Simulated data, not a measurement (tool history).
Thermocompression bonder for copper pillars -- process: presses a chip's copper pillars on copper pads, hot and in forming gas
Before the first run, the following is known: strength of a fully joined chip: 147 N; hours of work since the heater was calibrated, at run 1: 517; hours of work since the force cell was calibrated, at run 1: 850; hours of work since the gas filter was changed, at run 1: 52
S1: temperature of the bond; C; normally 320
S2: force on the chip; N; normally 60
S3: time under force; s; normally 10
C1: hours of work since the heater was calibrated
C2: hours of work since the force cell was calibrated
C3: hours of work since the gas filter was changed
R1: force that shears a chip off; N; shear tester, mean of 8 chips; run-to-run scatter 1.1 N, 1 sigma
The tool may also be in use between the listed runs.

Run 1, day 0: usual settings; C1 517; C2 850; C3 52. Result: R1 95.7 N.
Run 2, day 1.042: usual settings; C1 532; C2 864; C3 66. Result: R1 98.3 N.
Run 3, day 1.858: usual settings; C1 544; C2 876; C3 78. Result: R1 95.9 N.
Run 4, day 3.367: usual settings but S3 29 s; C1 565; C2 897; C3 99. Result: R1 124.2 N.
Run 5, day 4.367: usual settings; C1 579; C2 911; C3 113. Result: R1 100.1 N.
Run 6, day 5.592: usual settings; C1 596; C2 929; C3 131. Result: R1 97.1 N.
Run 7, day 6.829: usual settings but S1 349 C; C1 614; C2 946; C3 148. Result: R1 111.1 N.
Run 8, day 8.312: usual settings but S1 349 C; C1 635; C2 967; C3 169. Result: R1 111.9 N.
Run 9, day 9.162: usual settings but S1 349 C; C1 647; C2 979; C3 181. Result: R1 111.1 N.
Run 10, day 10.6: usual settings but S1 349 C; C1 667; C2 999; C3 201. Result: R1 110.1 N.
Run 11, day 11.825: usual settings but S1 349 C; C1 684; C2 1017; C3 219. Result: R1 110.1 N.
Run 12, day 13.117: usual settings; C1 703; C2 1035; C3 237. Result: R1 99.2 N.
Run 13, day 14.704: usual settings; C1 725; C2 1057; C3 259. Result: R1 97.7 N.
Run 14, day 15.383: usual settings but S2 61 N; C1 735; C2 1067; C3 269. Result: R1 98.4 N.
At day 16.004: forming gas filter changed.
Run 15, day 16.5: usual settings; C1 750; C2 1082; C3 7. Result: R1 99 N.
Run 16, day 17.596: usual settings; C1 766; C2 1098; C3 23. Result: R1 100.1 N.
Run 17, day 18.679: usual settings; C1 781; C2 1113; C3 38. Result: R1 97 N.
Run 18, day 20.254: usual settings; C1 803; C2 1135; C3 60. Result: R1 97.8 N.
Run 19, day 21.638: usual settings; C1 823; C2 1155; C3 80. Result: R1 99.1 N.
Run 20, day 23.254: usual settings but S1 330 C, S2 55 N; C1 846; C2 1178; C3 102. Result: R1 99.6 N.
Run 21, day 24.812: usual settings but S1 330 C, S2 55 N, S3 5 s; C1 868; C2 1200; C3 124. Result: R1 82.3 N.
Run 22, day 25.746: usual settings but S1 330 C, S2 37 N, S3 15 s; C1 881; C2 1213; C3 138. Result: R1 91.7 N.
Run 23, day 27.217: usual settings but S1 330 C, S2 37 N, S3 15 s; C1 902; C2 1234; C3 158. Result: R1 94.2 N.
Run 24, day 28.333: usual settings but S1 331 C, S2 87 N; C1 917; C2 1250; C3 174. Result: R1 119.3 N.
Run 25, day 29.575: usual settings but S1 331 C, S2 87 N; C1 935; C2 1267; C3 192. Result: R1 119.9 N.
Run 26, day 30.404: usual settings but S1 297 C, S2 78 N, S3 23 s; C1 947; C2 1279; C3 203. Result: R1 118.6 N.
Run 27, day 31.2: usual settings but S1 299 C, S2 46 N; C1 958; C2 1290; C3 215. Result: R1 72.9 N.
Run 28, day 31.996: usual settings but S1 299 C, S2 46 N; C1 969; C2 1301; C3 226. Result: R1 73.7 N.
Run 29, day 33.388: usual settings but S3 14 s; C1 989; C2 1321; C3 246. Result: R1 107.6 N.
Run 30, day 34.812: usual settings but S1 294 C, S2 82 N; C1 1009; C2 1341; C3 266. Result: R1 96.2 N.
At day 35.654: forming gas filter changed.
Run 31, day 35.979: usual settings but S1 322 C, S2 52 N, S3 5 s; C1 1025; C2 1357; C3 5. Result: R1 75 N.
Run 32, day 37.204: usual settings but S1 322 C, S2 52 N, S3 5 s; C1 1042; C2 1375; C3 22. Result: R1 74.3 N.
Run 33, day 38.508: usual settings but S1 322 C, S2 88 N, S3 6 s; C1 1061; C2 1393; C3 40. Result: R1 101 N.
Run 34, day 39.396: usual settings but S1 343 C, S3 21 s; C1 1073; C2 1405; C3 53. Result: R1 125.3 N.
Run 35, day 40.308: usual settings but S1 309 C, S3 8 s; C1 1086; C2 1418; C3 66. Result: R1 85.9 N.
Run 36, day 41.054: usual settings but S1 337 C, S2 49 N, S3 8 s; C1 1097; C2 1429; C3 76. Result: R1 91.6 N.
Run 37, day 42.604: usual settings but S2 37 N; C1 1119; C2 1451; C3 98. Result: R1 76 N.
Run 38, day 44.221: usual settings but S2 66 N; C1 1141; C2 1474; C3 121. Result: R1 104.2 N.

Across each entry between runs, compare the hidden state at the last listed run before it with the hidden state at the first listed run after it:
Between runs 14 and 15: forming gas filter changed (day 16.004)
  oxide that the forming gas leaves, % of the face: 1.09 -> 0.53
Between runs 30 and 31: forming gas filter changed (day 35.654)
  oxide that the forming gas leaves, % of the face: 1.1 -> 0.51
